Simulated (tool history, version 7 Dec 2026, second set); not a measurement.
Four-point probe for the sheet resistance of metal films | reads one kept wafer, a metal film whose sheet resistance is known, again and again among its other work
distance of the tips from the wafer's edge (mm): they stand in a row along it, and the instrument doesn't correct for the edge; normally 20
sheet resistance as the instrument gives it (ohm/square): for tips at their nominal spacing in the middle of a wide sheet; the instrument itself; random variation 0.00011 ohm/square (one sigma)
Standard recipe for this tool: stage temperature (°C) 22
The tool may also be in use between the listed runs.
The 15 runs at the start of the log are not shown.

run	hour	stage temperature (°C)	distance of the tips from the wafer's edge (mm)	sheet resistance as the instrument gives it (ohm/square)
16	213.9	30	20	0.527997
17	233.9	22	20	0.528605
18	245.7	18	56	0.528391
19	260.5	18	56	0.528415
20	272.0	22	69	0.528198
21	282.2	20	8	0.532737
22	302.5	20	8	0.532695
23	321.5	21	52	0.528210
24	335.4	24	15	0.529286
25	345.7	23	45	0.528303
26	355.7	23	45	0.528270
27	375.7	32	9	0.530942
28	394.5	24	8	0.532479
29	407.1	22	8	0.532409
30	428.4	22	8	0.532610
31	449.1	33	38	0.527598
32	464.8	33	38	0.527544
33	483.5	33	38	0.527618
34	500.9	22	6	0.536411

What if the next run were any one of these 4? Each begins from the tool's condition after run 34:
A	511.6	23	39	?
B	511.6	30	48	?
C	511.6	25	6	?
D	511.6	25	22	?

run	sheet resistance as the instrument gives it (ohm/square)
A	0.528570
B	0.527870
C	0.536125
D	0.528798
With no hidden state in the tool, these same runs would have given:
run	sheet resistance as the instrument gives it (ohm/square)
A	0.526023
B	0.525332
C	0.533547
D	0.526252
